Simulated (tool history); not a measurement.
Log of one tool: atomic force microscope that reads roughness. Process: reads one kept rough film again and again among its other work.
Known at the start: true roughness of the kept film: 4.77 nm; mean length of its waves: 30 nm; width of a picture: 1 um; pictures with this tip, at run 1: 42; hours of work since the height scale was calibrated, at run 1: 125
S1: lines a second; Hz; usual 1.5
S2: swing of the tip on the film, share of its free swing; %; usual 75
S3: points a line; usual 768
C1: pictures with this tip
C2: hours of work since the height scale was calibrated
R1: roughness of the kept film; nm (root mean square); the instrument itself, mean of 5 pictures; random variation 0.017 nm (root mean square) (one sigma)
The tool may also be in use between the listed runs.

| run | hour | S1 | S2 | S3 | C1 | C2 | R1 |
|---|---|---|---|---|---|---|---|
| 1 | 0 | 1.5 | 75 | 768 | 42 | 125 | 3.752 |
| 2 | 21.3 | 1.5 | 75 | 768 | 86 | 140 | 3.517 |
|  | 56.3 | new tip fitted |
| 3 | 68.3 | 1.35 | 75 | 768 | 25 | 172 | 3.987 |
| 4 | 109.8 | 1.35 | 75 | 768 | 111 | 201 | 3.479 |
|  | 133.7 | new tip fitted |
| 5 | 140.6 | 1.35 | 75 | 768 | 14 | 222 | 4.041 |
| 6 | 172.3 | 1.5 | 75 | 382 | 80 | 244 | 3.617 |
|  | 209.9 | new tip fitted |
| 7 | 209.9 | 1.5 | 86 | 768 | 0 | 270 | 4.002 |
| 8 | 259.7 | 1.5 | 75 | 405 | 104 | 304 | 3.497 |
|  | 287.6 | new tip fitted |
| 9 | 294.2 | 1.5 | 75 | 405 | 13 | 327 | 3.998 |
| 10 | 318.3 | 1.5 | 75 | 405 | 64 | 344 | 3.711 |
| 11 | 344.5 | 1.5 | 75 | 405 | 118 | 362 | 3.42 |
|  | 366 | new tip fitted |
| 12 | 394.8 | 1.5 | 75 | 405 | 60 | 397 | 3.777 |
|  | 399.6 | height scale calibrated on a step standard |
| 13 | 422 | 1.5 | 75 | 405 | 114 | 15 | 3.479 |
|  | 443.1 | new tip fitted |
| 14 | 468.4 | 0.73 | 75 | 1002 | 53 | 47 | 3.873 |
| 15 | 491.8 | 0.73 | 75 | 1002 | 101 | 63 | 3.622 |
|  | 521.3 | new tip fitted |
| 16 | 534.5 | 3.75 | 67 | 500 | 27 | 93 | 3.919 |
|  | 546.2 | height scale calibrated on a step standard, once more |
| 17 | 582.8 | 1.5 | 61 | 454 | 125 | 25 | 3.449 |
|  | 600.6 | new tip fitted |
| 18 | 606.3 | 1.5 | 61 | 454 | 11 | 41 | 4.153 |
| 19 | 642.6 | 1.5 | 74 | 476 | 87 | 66 | 3.614 |
| 20 | 672.2 | 1.5 | 74 | 476 | 148 | 87 | 3.32 |
|  | 676.8 | new tip fitted |
| 21 | 700 | 3.69 | 61 | 506 | 48 | 106 | 3.802 |
| 22 | 727.8 | 3.69 | 61 | 506 | 106 | 125 | 3.484 |
| 23 | 748.5 | 3.69 | 61 | 506 | 149 | 139 | 3.26 |
|  | 756.3 | new tip fitted |
| 24 | 782.8 | 1.08 | 59 | 708 | 56 | 163 | 3.836 |

The same runs without the tool's hidden state, with the same run-to-run variation:
The hidden state here: radius of the tip, nm; height scale over the true one, %; drift of the gauge itself on roughness_nm, %.
| run | R1 |
|---|---|
| 1 | 4.136 |
| 2 | 4.135 |
| 3 | 4.165 |
| 4 | 4.16 |
| 5 | 4.153 |
| 6 | 4.119 |
| 7 | 4 |
| 8 | 4.145 |
| 9 | 4.105 |
| 10 | 4.122 |
| 11 | 4.14 |
| 12 | 4.148 |
| 13 | 4.12 |
| 14 | 4.208 |
| 15 | 4.232 |
| 16 | 4.055 |
| 17 | 4.212 |
| 18 | 4.246 |
| 19 | 4.164 |
| 20 | 4.158 |
| 21 | 4.124 |
| 22 | 4.124 |
| 23 | 4.112 |
| 24 | 4.228 |

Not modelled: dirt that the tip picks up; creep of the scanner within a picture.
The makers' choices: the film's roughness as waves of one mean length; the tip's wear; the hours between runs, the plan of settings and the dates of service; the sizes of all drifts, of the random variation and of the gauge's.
